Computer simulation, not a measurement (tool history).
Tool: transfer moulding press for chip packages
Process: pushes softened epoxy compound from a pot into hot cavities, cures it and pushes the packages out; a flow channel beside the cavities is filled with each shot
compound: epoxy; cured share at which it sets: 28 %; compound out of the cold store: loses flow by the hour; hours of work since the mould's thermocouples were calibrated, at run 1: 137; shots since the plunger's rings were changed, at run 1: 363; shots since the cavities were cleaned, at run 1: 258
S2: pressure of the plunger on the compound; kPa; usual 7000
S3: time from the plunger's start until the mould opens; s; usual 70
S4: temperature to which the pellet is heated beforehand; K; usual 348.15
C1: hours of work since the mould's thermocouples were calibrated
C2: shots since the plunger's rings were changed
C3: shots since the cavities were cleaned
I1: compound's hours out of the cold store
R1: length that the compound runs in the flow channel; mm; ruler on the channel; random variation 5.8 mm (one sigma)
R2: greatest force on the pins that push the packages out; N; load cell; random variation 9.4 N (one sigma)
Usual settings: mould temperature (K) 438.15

Run 1, day 0: usual settings; C1 137; C2 363; C3 258; I1 30.6. Result: R1 873 mm, R2 410 N.
At day 0.95: cavities cleaned with cleaning compound and waxed.
Run 2, day 1.896: usual settings but S4 347.15 K; C1 158; C2 819; C3 235; I1 17.7. Result: R1 951 mm, R2 439 N.
At day 2.867: cavities cleaned with cleaning compound and waxed.
Run 3, day 4.283: usual settings but S4 347.15 K; C1 184; C2 1398; C3 353; I1 40. Result: R1 821 mm, R2 413 N.
At day 4.696: cavities cleaned with cleaning compound and waxed.
At day 6.554: cavities cleaned with cleaning compound and waxed.
Run 4, day 7.121: usual settings but S4 355.15 K; C1 215; C2 2074; C3 142; I1 16. Result: R1 957 mm, R2 417 N.
At day 8.392: cavities cleaned with cleaning compound and waxed.
Run 5, day 8.392: usual settings but mould temperature (K) 433.15, S4 355.15 K; C1 229; C2 2374; C3 0; I1 22.9. Result: R1 938 mm, R2 581 N.
At day 10.296: cavities cleaned with cleaning compound and waxed.
Run 6, day 10.512: usual settings but mould temperature (K) 433.15, S4 355.15 K; C1 252; C2 2886; C3 54; I1 24.6. Result: R1 920 mm, R2 570 N.
At day 12.196: cavities cleaned with cleaning compound and waxed.
Run 7, day 13.121: usual settings but S4 358.15 K; C1 281; C2 3521; C3 231; I1 38.6. Result: R1 824 mm, R2 385 N.
At day 13.979: cavities cleaned with cleaning compound and waxed.
At day 15.762: cavities cleaned with cleaning compound and waxed.
Run 8, day 15.812: usual settings but S4 358.15 K; C1 311; C2 4160; C3 13; I1 15.2. Result: R1 961 mm, R2 405 N.
Run 9, day 17.175: usual settings but mould temperature (K) 437.15, S2 7710 kPa, S3 89 s, S4 356.15 K; C1 326; C2 4499; C3 352; I1 12.4. Result: R1 1031 mm, R2 301 N.
At day 17.529: cavities cleaned with cleaning compound and waxed.
At day 19.404: cavities cleaned with cleaning compound and waxed.
At day 19.75: plunger's sealing rings changed.
Run 10, day 19.858: usual settings but mould temperature (K) 437.15, S2 7710 kPa, S3 89 s, S4 356.15 K; C1 354; C2 26; C3 87; I1 11.3. Result: R1 1047 mm, R2 311 N.
Run 11, day 21.096: usual settings but mould temperature (K) 436.15, S4 351.15 K; C1 368; C2 334; C3 395; I1 25.7. Result: R1 903 mm, R2 462 N.
At day 21.375: cavities cleaned with cleaning compound and waxed.
At day 23.154: cavities cleaned with cleaning compound and waxed.
Run 12, day 23.829: usual settings but mould temperature (K) 442.15, S3 91 s; C1 398; C2 983; C3 167; I1 44.6. Result: R1 780 mm, R2 292 N.
At day 24.954: cavities cleaned with cleaning compound and waxed.
At day 25.212: mould's thermocouples calibrated.
At day 26.888: cavities cleaned with cleaning compound and waxed.
Run 13, day 26.958: usual settings but S2 6470 kPa, S4 357.15 K; C1 19; C2 1711; C3 17; I1 20.1. Result: R1 908 mm, R2 410 N.
At day 28.825: cavities cleaned with cleaning compound and waxed.
Run 14, day 29.688: usual settings but mould temperature (K) 435.15, S2 6470 kPa, S3 85 s, S4 357.15 K; C1 50; C2 2375; C3 215; I1 12. Result: R1 960 mm, R2 343 N.
At day 30.65: cavities cleaned with cleaning compound and waxed.
At day 32.425: cavities cleaned with cleaning compound and waxed.
Run 15, day 32.592: usual settings but mould temperature (K) 435.15, S2 6470 kPa, S3 85 s, S4 357.15 K; C1 81; C2 3067; C3 42; I1 13.7. Result: R1 953 mm, R2 339 N.
At day 34.229: cavities cleaned with cleaning compound and waxed.
Run 16, day 35.117: usual settings but mould temperature (K) 432.15, S2 7340 kPa, S3 105 s, S4 355.15 K; C1 109; C2 3679; C3 220; I1 9.7. Result: R1 1057 mm, R2 311 N.

Forecast each of these 5 alternatives for the next run:
At day 36.021: cavities cleaned with cleaning compound and waxed.
Run A, day 36.438: usual settings but mould temperature (K) 439.15, S3 105 s, S4 341.15 K; C1 124; C2 3993; C3 103; I1 35. Result: R1 ?, R2 ?.
At day 36.021: cavities cleaned with cleaning compound and waxed.
Run B, day 36.438: usual settings but S2 8150 kPa, S3 86 s, S4 357.15 K; C1 124; C2 3993; C3 103; I1 38.9. Result: R1 ?, R2 ?.
At day 36.021: cavities cleaned with cleaning compound and waxed.
Run C, day 36.438: usual settings but mould temperature (K) 432.15, S2 7340 kPa, S3 51 s, S4 341.15 K; C1 124; C2 3993; C3 103; I1 28.4. Result: R1 ?, R2 ?.
At day 36.021: cavities cleaned with cleaning compound and waxed.
Run D, day 36.438: usual settings but mould temperature (K) 432.15, S2 5450 kPa, S3 105 s, S4 340.15 K; C1 124; C2 3993; C3 103; I1 47. Result: R1 ?, R2 ?.
At day 36.021: cavities cleaned with cleaning compound and waxed.
Run E, day 36.438: usual settings but mould temperature (K) 432.15, S2 7340 kPa, S3 50 s, S4 355.15 K; C1 124; C2 3993; C3 103; I1 34.6. Result: R1 ?, R2 ?.

run   R1    R2
  A  854   302
  B  890   306
  C  928  1321
  D  702   314
  E  885  1256
Without the tool's hidden state the same runs would have given:
run   R1    R2
  A  855   301
  B  892   305
  C  929  1318
  D  703   314
  E  886  1253

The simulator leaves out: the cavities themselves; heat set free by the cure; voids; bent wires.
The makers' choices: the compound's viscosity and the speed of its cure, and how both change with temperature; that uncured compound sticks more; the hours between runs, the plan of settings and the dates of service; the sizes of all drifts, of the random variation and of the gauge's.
